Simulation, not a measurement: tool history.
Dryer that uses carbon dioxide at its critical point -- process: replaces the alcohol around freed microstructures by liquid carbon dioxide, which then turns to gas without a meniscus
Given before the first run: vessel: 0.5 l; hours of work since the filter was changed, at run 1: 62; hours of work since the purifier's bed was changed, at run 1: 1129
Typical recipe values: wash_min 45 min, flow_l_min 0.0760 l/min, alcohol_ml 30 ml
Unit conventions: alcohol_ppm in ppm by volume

run	hour	wash_min	flow_l_min	alcohol_ml	hours of work since the filter was changed	hours of work since the purifier's bed was changed	alcohol_ppm
1	0.0	45	0.0760	30	62	1129	259
2	39.0	45	0.0760	23	84	1152	246
3	97.0	45	0.0760	23	119	1186	247
4	147.2	45	0.0801	23	148	1215	247
5	185.7	71	0.0760	30	171	1238	193
6	249.8	45	0.0760	27	208	1275	317
7	301.8	45	0.0760	27	239	1306	315
8	329.5	45	0.0760	30	255	1322	345
# hour 359.0: purifier's bed changed
9	377.4	45	0.0760	30	281	11	154
10	416.6	45	0.0760	30	304	34	156
11	465.6	45	0.0760	30	333	63	195
12	504.9	45	0.0760	30	356	86	185
13	537.0	45	0.0760	30	375	104	202
14	581.8	45	0.0760	30	401	131	203
15	643.9	42	0.0760	30	438	167	327
16	683.0	42	0.0760	30	461	190	326
17	737.7	61	0.0760	30	493	222	71
18	786.4	61	0.0760	30	521	251	70
19	849.1	45	0.0867	30	558	288	171
# hour 870.2: inlet filter changed
20	912.9	45	0.0760	30	25	324	146
21	955.8	45	0.0760	30	50	350	150
22	1007.7	69	0.0752	30	81	380	60
23	1064.8	45	0.0961	30	114	413	92
24	1116.4	34	0.0939	75	144	444	519
25	1177.9	48	0.0713	27	181	480	194
26	1204.9	48	0.0713	27	196	496	195
27	1263.4	38	0.0582	27	231	530	1146
28	1294.3	44	0.1266	70	249	548	95
29	1327.8	44	0.1266	70	268	568	98
30	1367.5	61	0.0851	30	292	591	94
31	1421.6	61	0.0851	30	323	623	108
32	1450.1	32	0.0760	63	340	639	2074
33	1500.6	32	0.0760	63	370	669	2163
34	1544.1	32	0.0760	63	395	695	2221
35	1592.0	32	0.0760	63	423	723	2313
36	1649.8	34	0.0504	63	457	757	7349
37	1682.5	52	0.0504	74	477	776	2096
38	1744.9	45	0.0760	37	513	812	413
39	1784.3	45	0.1068	74	536	836	185
40	1828.1	45	0.0845	34	562	861	295

Alternative continuations, all from the tool just after run 40; predict every row:
# hour 1842.4: inlet filter changed
A	1891.7	34	0.1095	65	29	898	?
# hour 1842.4: inlet filter changed
B	1891.7	45	0.1216	72	29	898	?
# hour 1842.4: inlet filter changed
C	1891.7	57	0.0862	23	29	898	?
# hour 1842.4: inlet filter changed
D	1891.7	66	0.0845	34	29	898	?
# hour 1842.4: inlet filter changed
E	1891.7	45	0.1035	37	29	898	?

run	alcohol_ppm
A	259
B	143
C	149
D	141
E	149
Had the tool no hidden state, the same runs would have come out as:
run	alcohol_ppm
A	121
B	10
C	13
D	11
E	19
